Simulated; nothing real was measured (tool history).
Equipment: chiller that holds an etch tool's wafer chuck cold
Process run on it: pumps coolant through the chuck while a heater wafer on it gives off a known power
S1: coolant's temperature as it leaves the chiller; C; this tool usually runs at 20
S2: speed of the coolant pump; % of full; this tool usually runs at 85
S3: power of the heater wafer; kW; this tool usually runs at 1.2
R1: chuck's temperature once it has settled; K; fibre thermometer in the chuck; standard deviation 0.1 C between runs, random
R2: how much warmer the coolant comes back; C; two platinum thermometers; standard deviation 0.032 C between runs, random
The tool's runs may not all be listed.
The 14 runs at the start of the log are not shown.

-- hour=472 chiller's thermometer calibrated
run 15 hour=503.9 | S1=20 S2=85 S3=1.2 | R1=301.15 R2=3.93
run 16 hour=552.7 | S1=17 S2=85 S3=1.2 | R1=298.15 R2=3.88
run 17 hour=602 | S1=20 S2=85 S3=1.187 | R1=301.15 R2=3.86
run 18 hour=645.8 | S1=21 S2=72 S3=1.187 | R1=302.75 R2=4.55
run 19 hour=678 | S1=10 S2=85 S3=0.984 | R1=289.65 R2=3.16
run 20 hour=707.1 | S1=10 S2=85 S3=0.984 | R1=289.65 R2=3.25
run 21 hour=748.3 | S1=11 S2=85 S3=0.795 | R1=289.05 R2=2.59
-- hour=757.2 chiller's thermometer calibrated, once more
run 22 hour=777.7 | S1=17 S2=85 S3=1.307 | R1=299.35 R2=4.31
run 23 hour=812 | S1=17 S2=88 S3=0.7 | R1=294.75 R2=2.19
run 24 hour=860.7 | S1=17 S2=85 S3=0.831 | R1=295.85 R2=2.75
run 25 hour=902.7 | S1=17 S2=85 S3=0.831 | R1=295.95 R2=2.74
run 26 hour=940.8 | S1=17 S2=85 S3=0.831 | R1=295.85 R2=2.75
run 27 hour=963.3 | S1=17 S2=85 S3=0.831 | R1=296.15 R2=2.72
run 28 hour=990.7 | S1=17 S2=85 S3=0.831 | R1=295.75 R2=2.7
run 29 hour=1022.4 | S1=20 S2=64 S3=1.028 | R1=301.75 R2=4.44
run 30 hour=1063 | S1=20 S2=64 S3=1.028 | R1=301.55 R2=4.45
run 31 hour=1107.6 | S1=20 S2=64 S3=1.028 | R1=301.75 R2=4.43
run 32 hour=1140.9 | S1=12 S2=75 S3=1.575 | R1=297.15 R2=5.8

Predict each of these 4 candidate next runs independently; none follows another, all start after run 32:
run A hour=1196.6 | S1=20 S2=85 S3=1.158 | R1=? R2=?
run B hour=1196.6 | S1=23 S2=92 S3=0.8 | R1=? R2=?
run C hour=1196.6 | S1=12 S2=76 S3=0.919 | R1=? R2=?
run D hour=1196.6 | S1=20 S2=85 S3=0.685 | R1=? R2=?

run=A R1=301.35 R2=3.82
run=B R1=301.35 R2=2.4
run=C R1=292.05 R2=3.32
run=D R1=298.05 R2=2.2
The same runs, with their run-to-run variation unchanged, on a tool lacking any hidden condition would have given:
run=A R1=301.05 R2=3.72
run=B R1=301.25 R2=2.33
run=C R1=291.85 R2=3.23
run=D R1=297.95 R2=2.13
